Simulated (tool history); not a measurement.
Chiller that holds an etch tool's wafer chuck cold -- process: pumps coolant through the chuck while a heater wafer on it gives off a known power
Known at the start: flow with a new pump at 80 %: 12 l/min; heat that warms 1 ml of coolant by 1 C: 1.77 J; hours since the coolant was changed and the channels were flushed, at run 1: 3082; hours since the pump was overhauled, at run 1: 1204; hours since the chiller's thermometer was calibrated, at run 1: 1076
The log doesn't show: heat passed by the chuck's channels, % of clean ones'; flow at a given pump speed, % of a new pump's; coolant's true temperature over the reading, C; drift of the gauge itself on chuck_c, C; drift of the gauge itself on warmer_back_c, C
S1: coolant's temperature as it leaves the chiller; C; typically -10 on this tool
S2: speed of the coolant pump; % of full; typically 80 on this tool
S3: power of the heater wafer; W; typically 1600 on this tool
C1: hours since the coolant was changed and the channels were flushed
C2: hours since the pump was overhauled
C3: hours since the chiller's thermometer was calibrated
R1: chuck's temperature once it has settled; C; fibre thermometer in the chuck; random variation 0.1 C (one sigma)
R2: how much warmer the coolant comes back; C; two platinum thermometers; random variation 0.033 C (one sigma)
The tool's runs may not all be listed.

run	hour	S1	S2	S3	C1	C2	C3	R1	R2
1	0.0	-10	80	1600	3082	1204	1076	2.5	4.60
2	33.6	-10	80	1600	3115	1237	1110	2.5	4.64
3	54.5	-10	80	1600	3136	1258	1131	2.4	4.59
4	82.2	-10	80	1600	3164	1286	1158	2.4	4.64
5	100.1	-10	80	1600	3182	1304	1176	2.3	4.59
6	127.3	-12	80	1600	3209	1331	1203	0.4	4.66
7	161.6	-10	80	1600	3243	1365	1238	2.6	4.58
8	191.3	-10	80	1600	3273	1395	1268	2.6	4.61
9	214.7	-10	72	1600	3296	1419	1291	4.0	5.11
10	248.4	-10	72	1600	3330	1452	1325	3.9	5.13
11	276.1	-10	72	1600	3358	1480	1352	3.7	5.21
12	294.3	-10	72	1600	3376	1498	1370	3.9	5.21
13	313.7	-10	72	1600	3395	1518	1390	3.9	5.20
14	329.8	-10	72	1600	3411	1534	1406	3.9	5.18
15	347.2	-10	72	1600	3429	1551	1423	3.9	5.19
16	377.4	-10	72	1600	3459	1581	1454	3.9	5.17
17	394.4	-10	72	1600	3476	1598	1471	3.9	5.20
18	424.0	-20	72	1908	3506	1628	1500	-3.4	6.11
19	454.2	-10	76	914	3536	1658	1530	-2.4	2.83
20	473.9	-10	76	914	3555	1678	1550	-2.3	2.79
21	489.8	-10	76	914	3571	1694	1566	-2.4	2.85
22	508.1	-10	76	914	3590	1712	1584	-2.5	2.82
23	529.2	-14	61	1479	3611	1733	1605	1.0	5.78
24	547.5	-14	61	1479	3629	1751	1624	1.2	5.70
25	574.8	-19	82	1403	3656	1779	1651	-8.0	3.95
26	612.8	-19	82	1403	3694	1817	1689	-8.1	4.00
27	634.4	-19	82	1403	3716	1838	1711	-8.1	3.99
28	650.8	-4	67	1832	3732	1855	1727	13.4	6.48
29	668.1	-4	67	1832	3750	1872	1744	13.2	6.49
30	706.8	-3	72	1835	3788	1911	1783	13.2	5.98

Consider 5 possible next runs. They are alternatives, not a sequence: every one starts from the tool as it was left by run 30. What does each give?
A	726.1	-1	82	2128	3808	1930	1802	?	?
B	726.1	-3	80	1600	3808	1930	1802	?	?
C	726.1	-3	64	1477	3808	1930	1802	?	?
D	726.1	-11	90	1600	3808	1930	1802	?	?
E	726.1	-3	61	998	3808	1930	1802	?	?

run	R1	R2
A	15.8	6.10
B	9.9	4.61
C	11.6	5.40
D	0.4	4.16
E	7.2	3.88
Without the tool's hidden state the same runs would have given:
run	R1	R2
A	14.0	5.89
B	8.5	4.45
C	10.1	5.21
D	-0.9	4.01
E	6.1	3.74
